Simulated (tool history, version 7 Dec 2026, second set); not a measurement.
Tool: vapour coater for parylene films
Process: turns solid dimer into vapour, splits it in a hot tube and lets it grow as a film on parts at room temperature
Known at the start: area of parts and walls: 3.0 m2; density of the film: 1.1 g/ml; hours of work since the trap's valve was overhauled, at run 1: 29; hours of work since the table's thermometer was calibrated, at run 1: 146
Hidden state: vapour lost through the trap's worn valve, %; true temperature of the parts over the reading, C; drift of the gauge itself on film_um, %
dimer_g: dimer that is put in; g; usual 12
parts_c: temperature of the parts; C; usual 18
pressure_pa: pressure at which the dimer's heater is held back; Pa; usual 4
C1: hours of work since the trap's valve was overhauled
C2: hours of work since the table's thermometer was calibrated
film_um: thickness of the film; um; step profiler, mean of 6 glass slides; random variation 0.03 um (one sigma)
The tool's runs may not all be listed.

run 1 hour=0 | dimer_g=12 parts_c=18 pressure_pa=4 | C1=29 C2=146 | film_um=2.82
run 2 hour=26.1 | dimer_g=12 parts_c=18 pressure_pa=4 | C1=41 C2=158 | film_um=2.74
run 3 hour=46.9 | dimer_g=12 parts_c=16 pressure_pa=4 | C1=51 C2=167 | film_um=2.89
run 4 hour=75.7 | dimer_g=12 parts_c=16 pressure_pa=4 | C1=64 C2=181 | film_um=2.99
run 5 hour=115.2 | dimer_g=12 parts_c=16 pressure_pa=4 | C1=82 C2=199 | film_um=3
run 6 hour=153.9 | dimer_g=12 parts_c=16 pressure_pa=4 | C1=100 C2=216 | film_um=3
run 7 hour=195 | dimer_g=15 parts_c=18 pressure_pa=4 | C1=118 C2=235 | film_um=3.52
run 8 hour=231.1 | dimer_g=15 parts_c=18 pressure_pa=4 | C1=135 C2=252 | film_um=3.45
run 9 hour=268 | dimer_g=14 parts_c=18 pressure_pa=4 | C1=152 C2=268 | film_um=3.24
run 10 hour=306.9 | dimer_g=12 parts_c=18 pressure_pa=4 | C1=169 C2=286 | film_um=2.78
run 11 hour=325.1 | dimer_g=12 parts_c=18 pressure_pa=4 | C1=178 C2=294 | film_um=2.79
run 12 hour=361.8 | dimer_g=12 parts_c=18 pressure_pa=9.28 | C1=195 C2=311 | film_um=2.42
run 13 hour=390.6 | dimer_g=12 parts_c=18 pressure_pa=9.28 | C1=208 C2=324 | film_um=2.41
run 14 hour=427.2 | dimer_g=12 parts_c=18 pressure_pa=4 | C1=224 C2=341 | film_um=2.8
-- hour=446.7 trap's valve overhauled
run 15 hour=471.2 | dimer_g=12 parts_c=18 pressure_pa=4 | C1=11 C2=359 | film_um=2.81
run 16 hour=510 | dimer_g=12 parts_c=18 pressure_pa=4 | C1=29 C2=377 | film_um=2.78
run 17 hour=546.8 | dimer_g=12 parts_c=18 pressure_pa=4 | C1=46 C2=394 | film_um=2.77
run 18 hour=585.5 | dimer_g=12 parts_c=18 pressure_pa=4 | C1=63 C2=411 | film_um=2.74
run 19 hour=617.6 | dimer_g=12 parts_c=18 pressure_pa=4 | C1=78 C2=426 | film_um=2.79
run 20 hour=651.1 | dimer_g=12 parts_c=18 pressure_pa=4 | C1=93 C2=441 | film_um=2.8
run 21 hour=683.3 | dimer_g=12 parts_c=18 pressure_pa=4 | C1=108 C2=456 | film_um=2.82
run 22 hour=715 | dimer_g=13 parts_c=18 pressure_pa=4 | C1=122 C2=470 | film_um=2.97
run 23 hour=744.5 | dimer_g=13 parts_c=18 pressure_pa=4 | C1=136 C2=484 | film_um=2.99
run 24 hour=765 | dimer_g=12 parts_c=13 pressure_pa=4 | C1=145 C2=493 | film_um=3.25
run 25 hour=796.2 | dimer_g=21 parts_c=18 pressure_pa=6.41 | C1=159 C2=507 | film_um=4.55
run 26 hour=828 | dimer_g=14 parts_c=19 pressure_pa=4.93 | C1=174 C2=522 | film_um=3.03
run 27 hour=869.9 | dimer_g=10 parts_c=15 pressure_pa=2.43 | C1=193 C2=541 | film_um=2.82
run 28 hour=911.6 | dimer_g=6 parts_c=18 pressure_pa=2.27 | C1=212 C2=560 | film_um=1.54
run 29 hour=942 | dimer_g=8 parts_c=23 pressure_pa=4 | C1=226 C2=574 | film_um=1.61
-- hour=957.8 trap's valve overhauled
run 30 hour=985.4 | dimer_g=8 parts_c=11 pressure_pa=4 | C1=13 C2=592 | film_um=2.34
run 31 hour=1014.6 | dimer_g=5 parts_c=23 pressure_pa=4 | C1=26 C2=605 | film_um=0.99
run 32 hour=1040.6 | dimer_g=18 parts_c=23 pressure_pa=8.16 | C1=38 C2=617 | film_um=3.17
run 33 hour=1070.8 | dimer_g=12 parts_c=14 pressure_pa=11.17 | C1=52 C2=631 | film_um=2.61
run 34 hour=1098.6 | dimer_g=13 parts_c=18 pressure_pa=4 | C1=64 C2=644 | film_um=3.03
run 35 hour=1128.6 | dimer_g=15 parts_c=25 pressure_pa=7.41 | C1=78 C2=657 | film_um=2.56
run 36 hour=1158.8 | dimer_g=16 parts_c=12 pressure_pa=7.4 | C1=92 C2=671 | film_um=4.03
run 37 hour=1183.2 | dimer_g=10 parts_c=13 pressure_pa=2.4 | C1=103 C2=682 | film_um=2.96
run 38 hour=1203.7 | dimer_g=10 parts_c=13 pressure_pa=6.69 | C1=112 C2=692 | film_um=2.48
run 39 hour=1238.1 | dimer_g=18 parts_c=13 pressure_pa=3 | C1=128 C2=707 | film_um=5.05
run 40 hour=1270.1 | dimer_g=7 parts_c=21 pressure_pa=4 | C1=142 C2=722 | film_um=1.51
run 41 hour=1289.3 | dimer_g=7 parts_c=21 pressure_pa=4 | C1=151 C2=731 | film_um=1.47
run 42 hour=1318.1 | dimer_g=5 parts_c=22 pressure_pa=4 | C1=164 C2=744 | film_um=1.09
run 43 hour=1357.3 | dimer_g=5 parts_c=22 pressure_pa=4 | C1=182 C2=762 | film_um=1.04
run 44 hour=1374.8 | dimer_g=5 parts_c=30 pressure_pa=5.22 | C1=190 C2=770 | film_um=0.78
run 45 hour=1412.4 | dimer_g=7 parts_c=17 pressure_pa=9.58 | C1=207 C2=787 | film_um=1.42
run 46 hour=1441.6 | dimer_g=7 parts_c=12 pressure_pa=4.59 | C1=221 C2=800 | film_um=1.93
-- hour=1466 trap's valve overhauled
run 47 hour=1486.4 | dimer_g=7 parts_c=12 pressure_pa=4.59 | C1=9 C2=819 | film_um=1.88

4 ways to go on from here, each from the tool as it stands after run 47. What would each give?
run A hour=1509.8 | dimer_g=20 parts_c=18 pressure_pa=5.42 | C1=20 C2=829 | film_um=?
run B hour=1509.8 | dimer_g=8 parts_c=14 pressure_pa=6.96 | C1=20 C2=829 | film_um=?
run C hour=1509.8 | dimer_g=19 parts_c=18 pressure_pa=9.79 | C1=20 C2=829 | film_um=?
run D hour=1509.8 | dimer_g=7 parts_c=10 pressure_pa=4.59 | C1=20 C2=829 | film_um=?

run=A film_um=4.38
run=B film_um=1.92
run=C film_um=3.76
run=D film_um=2
Without the tool's hidden state the same runs would have given:
run=A film_um=4.38
run=B film_um=1.92
run=C film_um=3.76
run=D film_um=2

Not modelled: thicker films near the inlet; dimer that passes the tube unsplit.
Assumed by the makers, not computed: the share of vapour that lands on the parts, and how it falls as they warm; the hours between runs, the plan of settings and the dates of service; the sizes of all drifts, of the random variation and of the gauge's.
